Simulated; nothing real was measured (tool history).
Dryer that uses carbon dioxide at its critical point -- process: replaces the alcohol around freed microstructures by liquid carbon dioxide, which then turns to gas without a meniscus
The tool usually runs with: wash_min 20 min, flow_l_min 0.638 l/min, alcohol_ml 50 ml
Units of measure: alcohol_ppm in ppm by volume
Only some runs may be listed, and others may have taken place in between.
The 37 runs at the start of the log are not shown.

run 38 hour=307.5 | wash_min=19 flow_l_min=0.898 alcohol_ml=44 | alcohol_ppm=55
run 39 hour=315.6 | wash_min=24 flow_l_min=0.424 alcohol_ml=53 | alcohol_ppm=603
run 40 hour=326.0 | wash_min=24 flow_l_min=0.424 alcohol_ml=53 | alcohol_ppm=580
run 41 hour=335.2 | wash_min=20 flow_l_min=0.638 alcohol_ml=25 | alcohol_ppm=114
run 42 hour=345.1 | wash_min=28 flow_l_min=0.906 alcohol_ml=47 | alcohol_ppm=17
run 43 hour=355.9 | wash_min=28 flow_l_min=0.906 alcohol_ml=47 | alcohol_ppm=13
run 44 hour=366.6 | wash_min=13 flow_l_min=0.519 alcohol_ml=70 | alcohol_ppm=2754
run 45 hour=374.9 | wash_min=13 flow_l_min=0.664 alcohol_ml=70 | alcohol_ppm=1379
run 46 hour=380.8 | wash_min=13 flow_l_min=0.664 alcohol_ml=70 | alcohol_ppm=1370

4 ways to go on from here, each from the tool as it stands after run 46. What would each give?
run A hour=389.0 | wash_min=21 flow_l_min=0.571 alcohol_ml=112 | alcohol_ppm=?
run B hour=389.0 | wash_min=30 flow_l_min=0.402 alcohol_ml=33 | alcohol_ppm=?
run C hour=389.0 | wash_min=16 flow_l_min=0.664 alcohol_ml=72 | alcohol_ppm=?
run D hour=389.0 | wash_min=13 flow_l_min=0.442 alcohol_ml=77 | alcohol_ppm=?

run=A alcohol_ppm=643
run=B alcohol_ppm=203
run=C alcohol_ppm=678
run=D alcohol_ppm=4551
Without the tool's unlogged condition, the same runs would have read:
run=A alcohol_ppm=581
run=B alcohol_ppm=174
run=C alcohol_ppm=619
run=D alcohol_ppm=4370

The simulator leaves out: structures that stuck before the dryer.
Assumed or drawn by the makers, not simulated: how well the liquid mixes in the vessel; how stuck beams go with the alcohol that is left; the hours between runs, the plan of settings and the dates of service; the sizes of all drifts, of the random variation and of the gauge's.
